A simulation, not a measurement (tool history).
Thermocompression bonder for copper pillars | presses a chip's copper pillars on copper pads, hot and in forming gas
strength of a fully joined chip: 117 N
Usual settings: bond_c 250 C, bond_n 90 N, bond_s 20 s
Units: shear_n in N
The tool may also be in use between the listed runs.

Run 1, hour 0: usual settings. Result: shear_n 55.1 N.
Run 2, hour 50.7: usual settings but bond_n 74 N. Result: shear_n 45.9 N.
Run 3, hour 128.7: usual settings but bond_c 263 C. Result: shear_n 63.9 N.
Run 4, hour 194.9: usual settings but bond_c 263 C. Result: shear_n 63.8 N.
Run 5, hour 239.5: usual settings but bond_s 26 s. Result: shear_n 58 N.
Run 6, hour 286.4: usual settings but bond_c 262 C, bond_s 26 s. Result: shear_n 69.2 N.
Run 7, hour 342.4: usual settings but bond_s 48 s. Result: shear_n 70.5 N.
Run 8, hour 387.3: usual settings but bond_s 48 s. Result: shear_n 69.5 N.
Run 9, hour 479: usual settings but bond_s 48 s. Result: shear_n 70 N.
Run 10, hour 532.1: usual settings but bond_s 48 s. Result: shear_n 66.1 N.
At hour 584.3: force cell calibrated.
At hour 598.1: forming gas filter changed.
Run 11, hour 613.6: usual settings but bond_c 256 C. Result: shear_n 65.7 N.
Run 12, hour 712.4: usual settings but bond_c 256 C. Result: shear_n 63.4 N.
Run 13, hour 760.6: usual settings but bond_c 256 C. Result: shear_n 65.2 N.
Run 14, hour 855.7: usual settings. Result: shear_n 57.8 N.
Run 15, hour 931.2: usual settings. Result: shear_n 56.9 N.
Run 16, hour 975.3: usual settings. Result: shear_n 56.7 N.
Run 17, hour 1028.1: usual settings. Result: shear_n 55.6 N.
Run 18, hour 1110.5: usual settings but bond_n 58 N. Result: shear_n 34.7 N.
Run 19, hour 1165.5: usual settings. Result: shear_n 54.4 N.
At hour 1193.6: forming gas filter changed.
Run 20, hour 1215.1: usual settings. Result: shear_n 59.8 N.
Run 21, hour 1295.9: usual settings. Result: shear_n 59.1 N.
At hour 1377.1: heater calibrated with a thermocouple chip.
Run 22, hour 1394.6: usual settings but bond_c 224 C, bond_n 57 N, bond_s 30 s. Result: shear_n 24.1 N.
Run 23, hour 1436.5: usual settings but bond_c 224 C, bond_n 57 N, bond_s 30 s. Result: shear_n 24.5 N.
Run 24, hour 1490.6: usual settings but bond_c 258 C, bond_n 97 N, bond_s 45 s. Result: shear_n 78.2 N.
Run 25, hour 1575.3: usual settings but bond_c 258 C, bond_n 97 N, bond_s 45 s. Result: shear_n 78.1 N.
Run 26, hour 1674.8: usual settings but bond_c 254 C, bond_n 79 N, bond_s 37 s. Result: shear_n 58.5 N.
Run 27, hour 1748.6: usual settings but bond_c 254 C, bond_n 79 N, bond_s 37 s. Result: shear_n 58.5 N.
At hour 1791.4: forming gas filter changed.
Run 28, hour 1829.3: usual settings but bond_c 254 C, bond_n 79 N, bond_s 37 s. Result: shear_n 62.7 N.
Run 29, hour 1885.6: usual settings but bond_c 269 C, bond_n 70 N, bond_s 19 s. Result: shear_n 51.9 N.
Run 30, hour 1938.2: usual settings but bond_c 252 C, bond_s 46 s. Result: shear_n 71.9 N.
Run 31, hour 2005.6: usual settings but bond_c 258 C, bond_n 66 N, bond_s 56 s. Result: shear_n 62.6 N.
Run 32, hour 2076: usual settings but bond_c 270 C, bond_n 70 N, bond_s 53 s. Result: shear_n 72.9 N.
Run 33, hour 2165.9: usual settings but bond_c 257 C, bond_n 122 N, bond_s 52 s. Result: shear_n 90.7 N.
Run 34, hour 2263.4: usual settings but bond_c 257 C, bond_n 122 N, bond_s 52 s. Result: shear_n 91 N.
Run 35, hour 2320.5: usual settings but bond_c 257 C, bond_n 122 N, bond_s 52 s. Result: shear_n 89.2 N.
At hour 2387.4: forming gas filter changed.
Run 36, hour 2399.5: usual settings but bond_n 68 N, bond_s 40 s. Result: shear_n 54.3 N.
Run 37, hour 2450.3: usual settings but bond_s 15 s. Result: shear_n 48.9 N.
Run 38, hour 2514.5: usual settings but bond_n 130 N. Result: shear_n 75.4 N.
At hour 2557.4: force cell calibrated.
Run 39, hour 2574.3: usual settings but bond_c 241 C, bond_s 15 s. Result: shear_n 44.8 N.

Measured less the same run without the tool's hidden state. The same run-to-run variation is in both; the gauge's scatter may not be:
The hidden state here: true temperature of the bond over the reading, C; force that reaches the chip, % of what is set; oxide that the forming gas leaves, % of the face; drift of the gauge itself on shear_n, %.
run  shear_n
  1     -1.8
  2       -2
  3     -3.4
  4     -4.1
  5     -4.2
  6     -5.4
  7       -6
  8     -6.4
  9     -7.6
 10     -7.9
 11     +2.6
 12     +1.6
 13     +1.2
 14     +0.3
 15     -0.3
 16     -0.8
 17     -1.3
 18       -1
 19     -2.6
 20     +2.3
 21     +1.5
 22     -2.1
 23     -2.3
 24     -6.2
 25     -7.5
 26     -7.3
 27       -8
 28     -3.2
 29     -3.4
 30     -4.5
 31     -4.8
 32     -6.2
 33     -7.6
 34     -9.2
 35     -9.8
 36       -3
 37     -3.3
 38     -4.7
 39     +0.1
